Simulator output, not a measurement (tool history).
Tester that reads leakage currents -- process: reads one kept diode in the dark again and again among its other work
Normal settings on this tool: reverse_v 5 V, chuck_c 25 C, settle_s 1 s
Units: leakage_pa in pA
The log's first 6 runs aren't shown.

run     day  reverse_v  chuck_c  settle_s  leakage_pa
  7   5.171       2.95       25         1       96.15
  8   6.354          5       21         1       90.57
  9   7.079          5       21         1       90.28
 10   8.146       9.17       25         1       170.4
 11    9.05       9.17       25         1      171.05
 12  10.221       9.17       25         1      169.99
 13  10.788       9.17       25         1      170.58
 14  11.688       9.17       25         1      170.17
 15  12.579       9.17       25         1      170.49
 16  13.829          5       25         1      125.23
 17  14.629          5       25         1      125.57
 18  15.483          5       25         1      125.66
 19  16.229          5       25         1      124.93
 20  17.196          5       25         1      124.86
 21  18.458       9.71       25         1      175.78
 22  19.367       9.71       25         1      175.74
 23    20.7       9.71       25         1      174.86
 24  21.475       9.71       25         1      175.67
     21.958  -- chuck's temperature calibrated
 25  22.654          5       25      1.24      125.27
 26  23.788          5       23      2.25      107.28
 27  24.733      11.44       52      2.25     1378.58
 28  25.638      11.44       32      2.17      329.03
 29  26.338       13.2       38      0.52      552.67
 30  27.088      17.48       57         1     2366.57
 31  27.929       9.66       38      4.53      470.51

Expected results for the next run?
 32  29.188       2.61       55      9.15           ?

leakage_pa: 791.41 pA
Minus the tool's unlogged condition, the same run would have read leakage_pa 791.48 pA.
